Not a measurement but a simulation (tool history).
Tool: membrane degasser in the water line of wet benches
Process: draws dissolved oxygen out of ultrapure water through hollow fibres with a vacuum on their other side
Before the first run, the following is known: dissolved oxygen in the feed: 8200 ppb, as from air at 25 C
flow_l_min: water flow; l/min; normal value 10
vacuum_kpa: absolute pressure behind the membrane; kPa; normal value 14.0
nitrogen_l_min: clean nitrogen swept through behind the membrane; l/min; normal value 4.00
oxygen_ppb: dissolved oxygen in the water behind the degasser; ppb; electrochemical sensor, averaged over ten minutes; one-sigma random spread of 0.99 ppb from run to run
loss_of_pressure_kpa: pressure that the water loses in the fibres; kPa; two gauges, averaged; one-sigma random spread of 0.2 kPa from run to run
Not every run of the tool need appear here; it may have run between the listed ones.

run	hour	flow_l_min	vacuum_kpa	nitrogen_l_min	oxygen_ppb	loss_of_pressure_kpa
1	0.0	10	14.0	4.00	94.8	43.72
2	115.3	10	14.0	4.00	93.9	44.17
# hour 205.8: vacuum gauge calibrated
3	262.5	14	14.0	4.00	199.3	61.50
4	385.3	14	14.0	4.00	202.9	61.67
5	583.8	9	14.0	4.00	77.2	39.62
6	757.8	9	14.0	4.00	78.0	39.25
7	949.8	9	14.0	4.00	75.7	39.50
8	1101.3	10	14.0	4.24	91.1	44.17
9	1278.0	10	12.1	4.00	81.9	43.89
10	1486.1	10	12.1	1.61	161.3	44.57
11	1756.2	10	12.1	1.61	158.8	44.19
12	1874.3	8	15.8	1.74	149.1	35.11
13	2047.7	8	31.5	4.67	128.6	35.20
14	2210.6	8	31.5	4.67	132.2	35.07
15	2430.7	10	14.0	8.19	58.7	43.90
16	2606.0	10	12.9	8.19	57.5	43.62

Consider 5 possible next runs. They are alternatives, not a sequence: every one starts from the tool as it was left by run 16. What does each give?
A	2874.3	10	14.0	2.38	?	?
B	2874.3	8	12.9	8.19	?	?
C	2874.3	11	12.0	9.66	?	?
D	2874.3	7	22.9	8.19	?	?
E	2874.3	7	14.0	1.77	?	?

run	oxygen_ppb	loss_of_pressure_kpa
A	137.2	43.91
B	32.3	35.33
C	67.8	48.69
D	47.2	30.88
E	107.2	30.70
With no hidden state in the tool, these same runs would have given:
run	oxygen_ppb	loss_of_pressure_kpa
A	136.6	43.81
B	32.0	35.26
C	67.3	48.58
D	47.0	30.81
E	106.8	30.63
